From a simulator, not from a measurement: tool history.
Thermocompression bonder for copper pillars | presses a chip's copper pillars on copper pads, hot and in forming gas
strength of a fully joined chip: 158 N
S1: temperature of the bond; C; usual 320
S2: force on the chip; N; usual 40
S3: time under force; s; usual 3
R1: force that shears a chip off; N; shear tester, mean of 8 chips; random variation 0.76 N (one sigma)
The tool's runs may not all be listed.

| run | hour | S1 | S2 | S3 | R1 |
|---|---|---|---|---|---|
| 1 | 0 | 320 | 40 | 3 | 90.8 |
| 2 | 6.8 | 320 | 40 | 3 | 93.7 |
| 3 | 12.8 | 320 | 40 | 2 | 80.1 |
| 4 | 19.2 | 320 | 40 | 2 | 79.8 |
| 5 | 26.4 | 320 | 40 | 2 | 81 |
| 6 | 30.6 | 320 | 40 | 2 | 80.5 |
| 7 | 39.6 | 320 | 40 | 2 | 79.2 |
| 8 | 48.2 | 320 | 40 | 3 | 89 |
| 9 | 57.2 | 320 | 40 | 3 | 90.4 |
| 10 | 62.9 | 320 | 40 | 3 | 91.1 |
| 11 | 67.2 | 320 | 40 | 3 | 91.6 |
| 12 | 75.9 | 320 | 40 | 3 | 91.4 |
| 13 | 86 | 320 | 40 | 3 | 92.5 |
| 14 | 90.7 | 296 | 40 | 3 | 71.6 |
| 15 | 100.3 | 296 | 40 | 3 | 70.6 |
| 16 | 104.5 | 306 | 30 | 7 | 88.8 |
| 17 | 115.7 | 306 | 30 | 7 | 90.2 |
| 18 | 124.1 | 338 | 38 | 6 | 125.3 |
| 19 | 133 | 320 | 40 | 4 | 95.8 |
| 20 | 140.7 | 320 | 40 | 4 | 96.8 |
| 21 | 146.3 | 320 | 40 | 4 | 95.8 |
| 22 | 151.6 | 320 | 40 | 2 | 78 |
| 23 | 161.4 | 320 | 26 | 2 | 56.8 |
| 24 | 168.7 | 320 | 26 | 2 | 56.7 |
| 25 | 173 | 301 | 55 | 2 | 78.7 |
| 26 | 177.9 | 314 | 40 | 9 | 113.7 |
| 27 | 184.1 | 331 | 39 | 9 | 125.7 |
| 28 | 193.4 | 331 | 39 | 9 | 125.4 |
| 29 | 203.4 | 347 | 50 | 6 | 136.6 |

Not shown: 3 entries that the log had between the listed runs. Between which runs, and how does the tool's hidden state differ before and after?
Between runs 12 and 13: forming gas filter changed (hour 84.4)
  force that reaches the chip, % of what is set: 106.7 -> 106.8; oxide that the forming gas leaves, % of the face: 3.08 -> 0.53
  measured less the result without the state, R1: +1.7 -> +4.2 N
Between runs 16 and 17: force cell calibrated (hour 106.5)
  force that reaches the chip, % of what is set: 106.9 -> 110.8; oxide that the forming gas leaves, % of the face: 0.89 -> 1.1
  measured less the result without the state, R1: +3.9 -> +5.7 N
Between runs 18 and 19: force cell calibrated, once more (hour 133)
  force that reaches the chip, % of what is set: 110.8 -> 100.9; oxide that the forming gas leaves, % of the face: 1.27 -> 1.4
  measured less the result without the state, R1: +4.7 -> +0.3 N
